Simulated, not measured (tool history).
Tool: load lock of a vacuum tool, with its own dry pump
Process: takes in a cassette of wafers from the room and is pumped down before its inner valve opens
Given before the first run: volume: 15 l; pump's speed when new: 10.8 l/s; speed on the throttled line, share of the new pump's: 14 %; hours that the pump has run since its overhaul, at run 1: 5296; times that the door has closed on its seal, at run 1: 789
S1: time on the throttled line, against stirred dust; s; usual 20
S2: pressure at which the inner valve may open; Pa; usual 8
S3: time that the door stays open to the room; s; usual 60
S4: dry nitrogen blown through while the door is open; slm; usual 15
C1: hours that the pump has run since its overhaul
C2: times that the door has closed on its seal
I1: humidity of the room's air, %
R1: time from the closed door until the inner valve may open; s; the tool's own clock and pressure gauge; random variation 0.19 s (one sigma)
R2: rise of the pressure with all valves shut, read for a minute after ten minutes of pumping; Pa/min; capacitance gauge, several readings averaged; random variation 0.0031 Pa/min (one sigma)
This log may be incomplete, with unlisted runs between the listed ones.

run 1 hour=0 | S1=20 S2=8 S3=60 S4=15 | C1=5296 C2=789 | I1=43.8 | R1=31.5 R2=0.072
run 2 hour=125.4 | S1=20 S2=8 S3=60 S4=15 | C1=5421 C2=955 | I1=42.5 | R1=32 R2=0.066
run 3 hour=280.3 | S1=20 S2=8 S3=60 S4=15 | C1=5576 C2=1161 | I1=48 | R1=31.8 R2=0.082
run 4 hour=486.9 | S1=20 S2=8 S3=60 S4=15 | C1=5782 C2=1434 | I1=46.1 | R1=31.5 R2=0.074
run 5 hour=730 | S1=20 S2=8 S3=60 S4=15 | C1=6025 C2=1756 | I1=44.6 | R1=32 R2=0.073
run 6 hour=843.7 | S1=20 S2=8 S3=60 S4=15 | C1=6139 C2=1907 | I1=49.6 | R1=31.8 R2=0.09
run 7 hour=1048.6 | S1=20 S2=8 S3=60 S4=15 | C1=6344 C2=2179 | I1=45.9 | R1=31.8 R2=0.081
run 8 hour=1293.1 | S1=20 S2=8 S3=60 S4=15 | C1=6589 C2=2503 | I1=44 | R1=32.1 R2=0.074
run 9 hour=1404.7 | S1=20 S2=8 S3=60 S4=24 | C1=6700 C2=2651 | I1=44.5 | R1=31.7 R2=0.066
run 10 hour=1588.4 | S1=20 S2=8 S3=60 S4=24 | C1=6884 C2=2894 | I1=45.9 | R1=32 R2=0.068
run 11 hour=1819.8 | S1=20 S2=8 S3=60 S4=24 | C1=7115 C2=3200 | I1=45.1 | R1=32.1 R2=0.071
run 12 hour=1927.3 | S1=20 S2=8 S3=60 S4=15 | C1=7223 C2=3343 | I1=42.9 | R1=32.3 R2=0.074
run 13 hour=2082 | S1=11 S2=8 S3=60 S4=15 | C1=7378 C2=3548 | I1=47.3 | R1=25 R2=0.082
run 14 hour=2267.3 | S1=11 S2=8 S3=60 S4=15 | C1=7563 C2=3794 | I1=41.7 | R1=24.6 R2=0.072
run 15 hour=2461 | S1=20 S2=8 S3=60 S4=15 | C1=7756 C2=4050 | I1=43.6 | R1=32.6 R2=0.071
run 16 hour=2606.9 | S1=13 S2=13 S3=68 S4=31 | C1=7902 C2=4244 | I1=46.2 | R1=25.1 R2=0.067
run 17 hour=2749.9 | S1=13 S2=13 S3=68 S4=31 | C1=8045 C2=4433 | I1=46.4 | R1=26.1 R2=0.067
run 18 hour=2854.3 | S1=13 S2=7 S3=60 S4=15 | C1=8150 C2=4571 | I1=46.1 | R1=26.7 R2=0.079
run 19 hour=3007.3 | S1=22 S2=7 S3=60 S4=10 | C1=8303 C2=4774 | I1=47.9 | R1=34.3 R2=0.087
run 20 hour=3236.1 | S1=20 S2=8 S3=77 S4=26 | C1=8532 C2=5077 | I1=44.2 | R1=32.5 R2=0.073
run 21 hour=3370.5 | S1=20 S2=10 S3=234 S4=12 | C1=8666 C2=5255 | I1=44.8 | R1=32.1 R2=0.143
run 22 hour=3483.9 | S1=20 S2=10 S3=234 S4=12 | C1=8779 C2=5406 | I1=45 | R1=32 R2=0.144
run 23 hour=3679.8 | S1=20 S2=10 S3=234 S4=12 | C1=8975 C2=5665 | I1=39.4 | R1=32.3 R2=0.135
run 24 hour=3914.7 | S1=20 S2=8 S3=108 S4=42 | C1=9210 C2=5977 | I1=47.7 | R1=32.8 R2=0.078
run 25 hour=4124.3 | S1=20 S2=8 S3=108 S4=42 | C1=9420 C2=6254 | I1=48 | R1=32.9 R2=0.074
run 26 hour=4260.5 | S1=40 S2=8 S3=60 S4=24 | C1=9556 C2=6435 | I1=45.7 | R1=49.3 R2=0.071
run 27 hour=4420.7 | S1=16 S2=8 S3=38 S4=15 | C1=9716 C2=6647 | I1=46.8 | R1=29.4 R2=0.069
run 28 hour=4657 | S1=16 S2=8 S3=38 S4=15 | C1=9952 C2=6960 | I1=43.2 | R1=29.6 R2=0.066
run 29 hour=4867.8 | S1=16 S2=8 S3=38 S4=15 | C1=10163 C2=7239 | I1=44.5 | R1=29.5 R2=0.068
run 30 hour=5113.9 | S1=16 S2=8 S3=38 S4=5 | C1=10409 C2=7566 | I1=44.4 | R1=29.9 R2=0.08

Measured less the same run without the tool's hidden state. The same run-to-run variation is in both; the gauge's scatter may not be:
What the log doesn't record here: pump's speed, % of a new pump's; leak at the door's seal, Pa l/s; drift of the gauge itself on ready_s, %; drift of the gauge itself on rise_pa_min, %.
run=1 R1=+1.3 R2=-0.002
run=2 R1=+1.3 R2=-0.001
run=3 R1=+1.4 R2=-0.001
run=4 R1=+1.4 R2=-0.001
run=5 R1=+1.4 R2=-0.001
run=6 R1=+1.4 R2=+0
run=7 R1=+1.5 R2=+0
run=8 R1=+1.6 R2=+0
run=9 R1=+1.6 R2=+0.001
run=10 R1=+1.7 R2=+0.001
run=11 R1=+1.8 R2=+0.001
run=12 R1=+1.8 R2=+0.001
run=13 R1=+2.1 R2=+0.002
run=14 R1=+2 R2=+0.002
run=15 R1=+2 R2=+0.002
run=16 R1=+2 R2=+0.002
run=17 R1=+2.1 R2=+0.002
run=18 R1=+2.3 R2=+0.002
run=19 R1=+2 R2=+0.003
run=20 R1=+2.2 R2=+0.004
run=21 R1=+2.1 R2=+0.004
run=22 R1=+2.1 R2=+0.004
run=23 R1=+2.2 R2=+0.004
run=24 R1=+2.4 R2=+0.005
run=25 R1=+2.5 R2=+0.005
run=26 R1=+1.8 R2=+0.005
run=27 R1=+2.6 R2=+0.005
run=28 R1=+2.7 R2=+0.006
run=29 R1=+2.7 R2=+0.007
run=30 R1=+2.9 R2=+0.007
